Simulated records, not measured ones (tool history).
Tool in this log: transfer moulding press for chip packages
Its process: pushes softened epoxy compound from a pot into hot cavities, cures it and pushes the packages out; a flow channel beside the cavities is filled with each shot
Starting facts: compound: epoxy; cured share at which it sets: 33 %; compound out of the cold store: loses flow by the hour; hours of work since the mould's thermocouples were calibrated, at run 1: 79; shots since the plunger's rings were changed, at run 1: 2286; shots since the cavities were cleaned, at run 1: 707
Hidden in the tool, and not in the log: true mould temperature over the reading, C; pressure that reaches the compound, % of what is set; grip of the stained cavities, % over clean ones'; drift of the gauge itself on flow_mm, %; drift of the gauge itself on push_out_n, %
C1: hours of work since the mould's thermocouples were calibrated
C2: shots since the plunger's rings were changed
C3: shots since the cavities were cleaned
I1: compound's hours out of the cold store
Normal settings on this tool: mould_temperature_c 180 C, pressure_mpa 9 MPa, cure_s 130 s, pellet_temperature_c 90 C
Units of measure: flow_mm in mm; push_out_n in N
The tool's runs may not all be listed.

{"run": 1, "hour": 0.0, "mould_temperature_c": 180, "pressure_mpa": 9, "cure_s": 130, "pellet_temperature_c": 90, "C1": 79, "C2": 2286, "C3": 707, "I1": 44.6, "flow_mm": 544, "push_out_n": 285}
{"hour": 14.5, "done": "cavities cleaned with cleaning compound and waxed"}
{"run": 2, "hour": 16.6, "mould_temperature_c": 180, "pressure_mpa": 9, "cure_s": 130, "pellet_temperature_c": 90, "C1": 85, "C2": 2392, "C3": 15, "I1": 38.9, "flow_mm": 559, "push_out_n": 283}
{"run": 3, "hour": 31.6, "mould_temperature_c": 180, "pressure_mpa": 9, "cure_s": 130, "pellet_temperature_c": 90, "C1": 92, "C2": 2496, "C3": 119, "I1": 27.9, "flow_mm": 573, "push_out_n": 280}
{"run": 4, "hour": 44.5, "mould_temperature_c": 183, "pressure_mpa": 9, "cure_s": 130, "pellet_temperature_c": 90, "C1": 98, "C2": 2587, "C3": 210, "I1": 12.3, "flow_mm": 607, "push_out_n": 256}
{"run": 5, "hour": 55.7, "mould_temperature_c": 185, "pressure_mpa": 9, "cure_s": 130, "pellet_temperature_c": 90, "C1": 103, "C2": 2665, "C3": 288, "I1": 11.7, "flow_mm": 600, "push_out_n": 240}
{"run": 6, "hour": 66.2, "mould_temperature_c": 185, "pressure_mpa": 9, "cure_s": 130, "pellet_temperature_c": 90, "C1": 108, "C2": 2739, "C3": 362, "I1": 41.2, "flow_mm": 546, "push_out_n": 243}
{"run": 7, "hour": 82.2, "mould_temperature_c": 185, "pressure_mpa": 9, "cure_s": 130, "pellet_temperature_c": 90, "C1": 115, "C2": 2851, "C3": 474, "I1": 41.1, "flow_mm": 537, "push_out_n": 247}
{"run": 8, "hour": 101.0, "mould_temperature_c": 185, "pressure_mpa": 9, "cure_s": 130, "pellet_temperature_c": 90, "C1": 123, "C2": 2982, "C3": 605, "I1": 18.8, "flow_mm": 585, "push_out_n": 252}
{"run": 9, "hour": 118.8, "mould_temperature_c": 180, "pressure_mpa": 9, "cure_s": 143, "pellet_temperature_c": 90, "C1": 131, "C2": 3106, "C3": 729, "I1": 16.8, "flow_mm": 600, "push_out_n": 261}
{"hour": 129.7, "done": "cavities cleaned with cleaning compound and waxed"}
{"run": 10, "hour": 134.1, "mould_temperature_c": 180, "pressure_mpa": 9, "cure_s": 143, "pellet_temperature_c": 90, "C1": 138, "C2": 3203, "C3": 31, "I1": 13.3, "flow_mm": 607, "push_out_n": 257}
{"run": 11, "hour": 146.3, "mould_temperature_c": 180, "pressure_mpa": 9, "cure_s": 130, "pellet_temperature_c": 85, "C1": 143, "C2": 3288, "C3": 116, "I1": 32.6, "flow_mm": 578, "push_out_n": 286}
{"run": 12, "hour": 163.3, "mould_temperature_c": 182, "pressure_mpa": 9, "cure_s": 130, "pellet_temperature_c": 90, "C1": 151, "C2": 3407, "C3": 235, "I1": 43.5, "flow_mm": 543, "push_out_n": 262}
{"run": 13, "hour": 182.3, "mould_temperature_c": 180, "pressure_mpa": 9, "cure_s": 130, "pellet_temperature_c": 90, "C1": 159, "C2": 3540, "C3": 368, "I1": 38.3, "flow_mm": 557, "push_out_n": 278}
{"run": 14, "hour": 195.9, "mould_temperature_c": 180, "pressure_mpa": 9, "cure_s": 130, "pellet_temperature_c": 90, "C1": 165, "C2": 3636, "C3": 464, "I1": 35.7, "flow_mm": 559, "push_out_n": 300}
{"run": 15, "hour": 207.1, "mould_temperature_c": 180, "pressure_mpa": 9, "cure_s": 130, "pellet_temperature_c": 90, "C1": 170, "C2": 3714, "C3": 542, "I1": 44.4, "flow_mm": 546, "push_out_n": 276}
{"run": 16, "hour": 216.1, "mould_temperature_c": 180, "pressure_mpa": 8.91, "cure_s": 130, "pellet_temperature_c": 90, "C1": 174, "C2": 3777, "C3": 605, "I1": 34.9, "flow_mm": 561, "push_out_n": 287}
{"run": 17, "hour": 231.8, "mould_temperature_c": 184, "pressure_mpa": 8.91, "cure_s": 130, "pellet_temperature_c": 99, "C1": 182, "C2": 3887, "C3": 715, "I1": 44.1, "flow_mm": 533, "push_out_n": 240}
{"hour": 244.4, "done": "cavities cleaned with cleaning compound and waxed"}
{"run": 18, "hour": 244.4, "mould_temperature_c": 184, "pressure_mpa": 8.07, "cure_s": 130, "pellet_temperature_c": 99, "C1": 187, "C2": 3965, "C3": 0, "I1": 22.1, "flow_mm": 546, "push_out_n": 245}
{"run": 19, "hour": 260.0, "mould_temperature_c": 183, "pressure_mpa": 10.99, "cure_s": 133, "pellet_temperature_c": 90, "C1": 194, "C2": 4074, "C3": 109, "I1": 29.4, "flow_mm": 628, "push_out_n": 245}
{"run": 20, "hour": 270.0, "mould_temperature_c": 183, "pressure_mpa": 10.99, "cure_s": 133, "pellet_temperature_c": 90, "C1": 198, "C2": 4144, "C3": 179, "I1": 23.7, "flow_mm": 644, "push_out_n": 264}
{"run": 21, "hour": 282.3, "mould_temperature_c": 175, "pressure_mpa": 7.95, "cure_s": 118, "pellet_temperature_c": 90, "C1": 204, "C2": 4230, "C3": 265, "I1": 42.2, "flow_mm": 518, "push_out_n": 459}
{"run": 22, "hour": 298.0, "mould_temperature_c": 175, "pressure_mpa": 6.94, "cure_s": 134, "pellet_temperature_c": 85, "C1": 211, "C2": 4340, "C3": 375, "I1": 30.1, "flow_mm": 512, "push_out_n": 363}
{"run": 23, "hour": 315.0, "mould_temperature_c": 184, "pressure_mpa": 6.94, "cure_s": 134, "pellet_temperature_c": 84, "C1": 218, "C2": 4459, "C3": 494, "I1": 17.8, "flow_mm": 519, "push_out_n": 252}
{"run": 24, "hour": 333.0, "mould_temperature_c": 184, "pressure_mpa": 6.94, "cure_s": 134, "pellet_temperature_c": 84, "C1": 226, "C2": 4585, "C3": 620, "I1": 35.5, "flow_mm": 489, "push_out_n": 245}
{"run": 25, "hour": 348.7, "mould_temperature_c": 185, "pressure_mpa": 8.58, "cure_s": 134, "pellet_temperature_c": 84, "C1": 234, "C2": 4695, "C3": 730, "I1": 8.1, "flow_mm": 598, "push_out_n": 235}

The next listed run, before its measurement:
{"hour": 359.4, "done": "cavities cleaned with cleaning compound and waxed"}
{"run": 26, "hour": 361.1, "mould_temperature_c": 185, "pressure_mpa": 9.87, "cure_s": 134, "pellet_temperature_c": 84, "C1": 238, "C2": 4771, "C3": 12, "I1": 19, "flow_mm": "?", "push_out_n": "?"}

{"run 26": {"flow_mm": 612, "push_out_n": 235}}
The same run, on a tool lacking any hidden state, would have yielded flow_mm 613 mm, push_out_n 235 N.
